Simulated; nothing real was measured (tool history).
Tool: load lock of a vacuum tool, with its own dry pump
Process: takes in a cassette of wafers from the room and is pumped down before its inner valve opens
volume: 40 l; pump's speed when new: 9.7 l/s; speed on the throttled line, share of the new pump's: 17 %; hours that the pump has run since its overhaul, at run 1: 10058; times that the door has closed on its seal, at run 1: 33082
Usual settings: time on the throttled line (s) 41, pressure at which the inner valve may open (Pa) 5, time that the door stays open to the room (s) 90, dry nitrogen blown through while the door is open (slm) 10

run    hour  time on the throttled line (s)  pressure at which the inner valve may open (Pa)  time that the door stays open to the room (s)  dry nitrogen blown through while the door is open (slm)  hours that the pump has run since its overhaul  times that the door has closed on its seal  incoming humidity of the room's air, %  time from the closed door until the inner valve may open (s)  rise of the pressure with all valves shut (Pa/min)
  1     0.0                              41                                                5                                             90                                                       10                                           10058                                       33082                                    45.7                                                          79.5                                               0.321
  2   204.7                              41                                                5                                             90                                                       10                                           10262                                       33913                                    45.5                                                          79.4                                               0.333
  3   478.4                              41                                                5                                             90                                                       10                                           10536                                       35023                                    42.2                                                          79.7                                               0.345
  4   619.6                              41                                                5                                             90                                                       10                                           10677                                       35596                                    44.0                                                          80.6                                               0.355
  5   764.8                              41                                                5                                             90                                                       26                                           10822                                       36184                                    43.7                                                          81.3                                               0.347
  6  1054.6                              41                                                5                                             90                                                       26                                           11112                                       37360                                    44.9                                                          79.9                                               0.364
  7  1386.1                              41                                                5                                             90                                                       26                                           11444                                       38705                                    44.3                                                          80.3                                               0.376
  8  1621.3                              41                                                5                                             90                                                       10                                           11679                                       39659                                    44.2                                                          80.7                                               0.411
  9  1901.2                              41                                                5                                             90                                                       10                                           11959                                       40794                                    45.1                                                          80.9                                               0.430
     2115.6  -- door's seal changed, seat wiped
 10  2165.3                              41                                                5                                             90                                                       10                                           12221                                         201                                    42.3                                                          80.4                                               0.037
 11  2484.2                              41                                                5                                             90                                                       10                                           12540                                        1495                                    45.4                                                          80.7                                               0.040

Forecast run 12:
 12  2807.0                              24                                                5                                             83                                                       10                                           12863                                        2804                                    42.1                                                             ?                                                   ?

{"run 12": {"time from the closed door until the inner valve may open (s)": 67.5, "rise of the pressure with all valves shut (Pa/min)": 0.041}}
Without the tool's hidden state the same run would have given time from the closed door until the inner valve may open (s) 61.6, rise of the pressure with all valves shut (Pa/min) 0.032.

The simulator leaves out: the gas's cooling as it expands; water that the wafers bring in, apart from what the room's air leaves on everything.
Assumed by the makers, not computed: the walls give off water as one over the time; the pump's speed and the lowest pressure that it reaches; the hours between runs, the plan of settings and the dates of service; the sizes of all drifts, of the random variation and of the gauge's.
